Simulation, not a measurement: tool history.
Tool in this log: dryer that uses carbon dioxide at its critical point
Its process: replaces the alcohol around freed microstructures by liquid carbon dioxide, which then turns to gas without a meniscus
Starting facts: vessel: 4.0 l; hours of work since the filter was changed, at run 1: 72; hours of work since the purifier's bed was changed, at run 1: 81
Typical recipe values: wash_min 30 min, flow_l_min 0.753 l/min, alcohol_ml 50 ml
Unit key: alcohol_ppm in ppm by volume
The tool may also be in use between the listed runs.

run	hour	wash_min	flow_l_min	alcohol_ml	hours of work since the filter was changed	hours of work since the purifier's bed was changed	alcohol_ppm
1	0.0	30	0.753	50	72	81	146
2	4.3	30	0.753	48	75	84	137
3	8.5	30	0.753	50	78	87	143
4	15.2	30	0.753	109	82	91	304
5	21.0	30	0.753	50	86	95	145
6	29.1	30	0.669	50	92	101	224
7	35.7	30	0.669	50	96	105	237
8	41.5	37	0.753	50	100	109	69
9	46.7	37	0.753	50	104	113	73
10	55.5	30	0.753	50	110	119	137
11	62.4	19	0.753	50	115	124	700
12	69.5	19	0.753	50	120	129	705
13	77.8	30	0.753	105	125	134	296
14	87.1	21	0.562	83	132	141	1962
15	95.6	21	0.562	83	138	147	1918
16	101.4	26	0.795	91	142	150	391
17	105.3	26	0.795	91	144	153	392
18	112.1	19	0.857	112	149	158	1118
19	116.0	19	0.936	39	152	161	314
20	121.3	33	0.651	59	155	164	222
21	126.1	19	0.909	51	159	167	448
22	131.3	19	0.909	51	162	171	466
23	138.2	19	1.052	82	167	176	416

Measured less the same run without the tool's hidden state. The same run-to-run variation is in both; the gauge's scatter may not be:
Unlogged tool condition in this case: flow that reaches the vessel past the clogged filter, %; alcohol in the recycled carbon dioxide, ppm; drift of the gauge itself on alcohol_ppm, %.
run	alcohol_ppm
1	+28
2	+28
3	+29
4	+48
5	+32
6	+40
7	+43
8	+27
9	+28
10	+39
11	+83
12	+87
13	+64
14	+190
15	+193
16	+82
17	+83
18	+165
19	+69
20	+63
21	+88
22	+94
23	+95
